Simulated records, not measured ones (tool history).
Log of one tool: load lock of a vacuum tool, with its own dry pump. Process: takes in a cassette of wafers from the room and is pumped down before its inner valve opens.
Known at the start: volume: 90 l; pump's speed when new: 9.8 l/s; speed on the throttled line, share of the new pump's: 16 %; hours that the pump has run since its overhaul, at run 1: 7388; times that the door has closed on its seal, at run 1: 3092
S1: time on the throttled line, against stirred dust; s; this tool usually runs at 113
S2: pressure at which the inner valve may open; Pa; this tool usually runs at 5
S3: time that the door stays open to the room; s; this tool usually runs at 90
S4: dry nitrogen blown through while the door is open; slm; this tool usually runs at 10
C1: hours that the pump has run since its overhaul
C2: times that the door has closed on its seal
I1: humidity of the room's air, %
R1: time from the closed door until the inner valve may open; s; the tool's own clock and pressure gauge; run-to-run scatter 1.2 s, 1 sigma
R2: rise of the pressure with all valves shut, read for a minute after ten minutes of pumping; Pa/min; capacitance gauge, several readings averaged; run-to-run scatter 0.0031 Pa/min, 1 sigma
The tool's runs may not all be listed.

run    hour   S1  S2   S3  S4    C1    C2    I1     R1     R2
  1     0.0  113   5   90  10  7388  3092  44.9  203.8  0.077
  2    61.1  113   5   90  10  7449  3241  45.1  203.3  0.079
  3   135.5  113   5   90  10  7524  3422  47.9  205.1  0.089
  4   219.6  113   5   90  10  7608  3628  45.5  204.5  0.081
  5   299.0  113   5   90  10  7687  3822  45.7  206.6  0.078
  6   392.5  113   5   90  10  7781  4050  43.5  203.6  0.078
  7   446.0  113   5   90  10  7834  4180  43.1  204.8  0.077
  8   543.8  113   5   90  10  7932  4419  41.7  204.3  0.083
  9   589.9  113   5   90  10  7978  4532  43.9  206.6  0.080
 10   685.3  113   5   90  10  8074  4765  42.8  207.4  0.083
 11   778.9  113   5   90   7  8167  4993  47.3  206.1  0.096
 12   849.8  113   5   90  10  8238  5166  46.2  207.2  0.085
 13   931.8   85   5   90  10  8320  5367  44.8  183.6  0.091
 14  1004.1  113   5  173  10  8392  5543  43.3  206.7  0.126
 15  1062.8  113   5   90  10  8451  5686  45.7  207.0  0.091
 16  1112.9  113   5   43  10  8501  5809  46.7  207.7  0.059
 17  1191.6  113   5   43  10  8580  6001  42.9  207.7  0.059
 18  1275.3  113   5   43  10  8664  6205  46.5  206.0  0.066
 19  1336.7  113   5   43  10  8725  6355  45.9  206.1  0.058
 20  1397.0  181   5   39   6  8785  6502  43.9  261.8  0.061
 21  1458.6  181   5   39   6  8847  6653  48.2  261.3  0.063
 22  1510.4   56  10  118  38  8899  6779  41.9  154.2  0.075
 23  1576.2  126   5  106   4  8965  6940  45.8  217.6  0.120
 24  1667.4  126   8  129   4  9056  7162  42.5  211.8  0.126
 25  1745.5  113   8   90  23  9134  7353  45.3  204.6  0.073
 26  1810.7  113   8   90  23  9199  7512  46.9  204.4  0.084
 27  1889.3  148   7   27  10  9278  7704  44.7  232.1  0.057
 28  1952.0  148   7   27  10  9340  7857  46.3  230.5  0.059
 29  2033.9  148   7   27  12  9422  8057  46.3  234.5  0.057
 30  2094.8   72   7   25   6  9483  8206  46.6  173.2  0.060
 31  2157.1   72   7   25   6  9545  8358  45.6  173.6  0.061
 32  2216.2  165   7   25   6  9604  8502  48.6  246.7  0.066

Measured result minus the same run's result without the hidden state. Both carry the same run-to-run variation, though not necessarily the same gauge scatter:
Hidden state at play: pump's speed, % of a new pump's; leak at the door's seal, Pa l/s; drift of the gauge itself on ready_s, %; drift of the gauge itself on rise_pa_min, %.
run     R1      R2
  1  +16.8  +0.010
  2  +17.1  +0.011
  3  +17.4  +0.011
  4  +17.5  +0.012
  5  +17.8  +0.012
  6  +17.9  +0.013
  7  +18.2  +0.013
  8  +18.4  +0.015
  9  +18.8  +0.015
 10  +19.1  +0.016
 11  +19.2  +0.017
 12  +19.4  +0.017
 13  +20.8  +0.018
 14  +19.9  +0.019
 15  +20.1  +0.019
 16  +20.3  +0.020
 17  +20.5  +0.021
 18  +20.7  +0.021
 19  +20.8  +0.022
 20  +18.1  +0.022
 21  +18.3  +0.024
 22  +22.0  +0.024
 23  +20.9  +0.025
 24  +20.0  +0.025
 25  +21.0  +0.025
 26  +21.2  +0.027
 27  +19.9  +0.028
 28  +20.0  +0.028
 29  +20.5  +0.030
 30  +24.3  +0.030
 31  +24.4  +0.031
 32  +20.0  +0.031

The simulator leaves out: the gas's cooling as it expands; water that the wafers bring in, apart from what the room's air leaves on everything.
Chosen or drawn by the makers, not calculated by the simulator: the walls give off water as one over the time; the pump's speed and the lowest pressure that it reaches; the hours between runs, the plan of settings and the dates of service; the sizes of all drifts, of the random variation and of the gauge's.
